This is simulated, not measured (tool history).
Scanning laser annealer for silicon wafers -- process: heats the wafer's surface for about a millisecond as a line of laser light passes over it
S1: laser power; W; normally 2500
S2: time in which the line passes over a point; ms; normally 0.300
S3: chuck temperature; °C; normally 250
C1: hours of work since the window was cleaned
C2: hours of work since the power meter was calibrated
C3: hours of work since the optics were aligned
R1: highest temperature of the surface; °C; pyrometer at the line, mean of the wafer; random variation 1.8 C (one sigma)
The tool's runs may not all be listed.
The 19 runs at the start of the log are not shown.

| run | day | S1 | S2 | S3 | C1 | C2 | C3 | R1 |
|---|---|---|---|---|---|---|---|---|
| 20 | 25.738 | 2476 | 0.300 | 250 | 184 | 870 | 456 | 1003 |
| 21 | 27.275 | 2476 | 0.300 | 250 | 212 | 897 | 483 | 1004 |
| 22 | 28.971 | 2500 | 0.321 | 268 | 242 | 927 | 513 | 1058 |
| 23 | 30.558 | 2500 | 0.321 | 288 | 270 | 956 | 541 | 1075 |
| 24 | 32.312 | 2500 | 0.321 | 288 | 301 | 987 | 572 | 1076 |
| 25 | 33.138 | 2500 | 0.321 | 288 | 316 | 1001 | 587 | 1070 |
| 26 | 34.346 | 2500 | 0.321 | 288 | 337 | 1023 | 609 | 1074 |
| 27 | 35.458 | 2187 | 0.211 | 223 | 357 | 1043 | 628 | 743 |
| 28 | 37.212 | 2724 | 0.358 | 286 | 388 | 1074 | 660 | 1213 |
| 29 | 38.333 | 2560 | 0.358 | 278 | 408 | 1094 | 679 | 1136 |
| 30 | 39.608 | 2560 | 0.358 | 278 | 431 | 1116 | 702 | 1129 |
| 31 | 41.221 | 2186 | 0.300 | 250 | 459 | 1145 | 731 | 880 |
| 32 | 42.504 | 2186 | 0.321 | 213 | 482 | 1168 | 754 | 868 |
| 33 | 43.254 | 2186 | 0.321 | 213 | 496 | 1181 | 767 | 868 |
| 34 | 44.125 | 2493 | 0.337 | 247 | 511 | 1197 | 782 | 1039 |
| 35 | 45.508 | 2234 | 0.366 | 247 | 536 | 1221 | 807 | 968 |
| 36 | 47.075 | 2221 | 0.258 | 284 | 563 | 1249 | 835 | 869 |
| 37 | 48.688 | 2221 | 0.275 | 263 | 592 | 1278 | 863 | 872 |
| 38 | 49.488 | 2475 | 0.334 | 255 | 606 | 1292 | 878 | 1029 |
| 39 | 50.354 | 2133 | 0.304 | 270 | 622 | 1307 | 893 | 877 |
|  | 51.462 | window over the wafer cleaned |
| 40 | 51.492 | 2500 | 0.235 | 253 | 1 | 1326 | 912 | 921 |
| 41 | 53.258 | 2531 | 0.222 | 250 | 32 | 1357 | 943 | 905 |

Forecast each of these 3 alternatives for the next run:
| A | 54.212 | 2531 | 0.316 | 250 | 49 | 1374 | 960 | ? |
| B | 54.212 | 2500 | 0.286 | 230 | 49 | 1374 | 960 | ? |
| C | 54.212 | 2235 | 0.324 | 250 | 49 | 1374 | 960 | ? |

| run | R1 |
|---|---|
| A | 1047 |
| B | 969 |
| C | 939 |
With no hidden state in the tool, these same runs would have given:
| run | R1 |
|---|---|
| A | 1064 |
| B | 985 |
| C | 954 |
